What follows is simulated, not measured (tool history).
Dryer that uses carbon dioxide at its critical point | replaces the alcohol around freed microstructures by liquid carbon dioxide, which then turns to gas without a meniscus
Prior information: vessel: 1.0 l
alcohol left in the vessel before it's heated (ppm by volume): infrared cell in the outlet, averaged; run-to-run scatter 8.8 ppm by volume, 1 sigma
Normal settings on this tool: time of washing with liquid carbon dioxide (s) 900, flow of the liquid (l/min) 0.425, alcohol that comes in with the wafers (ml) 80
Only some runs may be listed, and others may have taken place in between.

run   hour  time of washing with liquid carbon dioxide (s)  flow of the liquid (l/min)  alcohol that comes in with the wafers (ml)  alcohol left in the vessel before it's heated (ppm by volume)
  1    0.0                                             900                       0.425                                          80                                                            855
  2   12.3                                             900                       0.644                                          80                                                            188
  3   21.7                                             900                       0.644                                          80                                                            189
  4   38.0                                             900                       0.604                                          80                                                            246
  5   47.8                                             900                       0.604                                          80                                                            251
  6   69.3                                             900                       0.425                                          80                                                           1033
  7   91.0                                            1020                       0.425                                          80                                                            670
      95.5  -- inlet filter changed
  8  104.2                                            1020                       0.425                                          80                                                            393
  9  113.9                                            1020                       0.425                                          80                                                            387
 10  130.1                                            1020                       0.425                                          80                                                            404
 11  150.5                                            1020                       0.425                                          80                                                            430
 12  161.0                                            1020                       0.425                                          80                                                            458
 13  172.1                                            1020                       0.425                                          80                                                            463
 14  188.5                                             900                       0.591                                          24                                                            176
 15  200.2                                             900                       0.365                                          25                                                            547
 16  217.0                                             900                       0.365                                          25                                                            567
 17  230.5                                             900                       0.365                                          25                                                            608

Run 18 comes next. What will it give?
 18  248.1                                             660                       0.443                                          23                                                              ?

Run 18 came out at alcohol left in the vessel before it's heated (ppm by volume) 861.
The same run, on a tool lacking any hidden state, would have yielded alcohol left in the vessel before it's heated (ppm by volume) 480.

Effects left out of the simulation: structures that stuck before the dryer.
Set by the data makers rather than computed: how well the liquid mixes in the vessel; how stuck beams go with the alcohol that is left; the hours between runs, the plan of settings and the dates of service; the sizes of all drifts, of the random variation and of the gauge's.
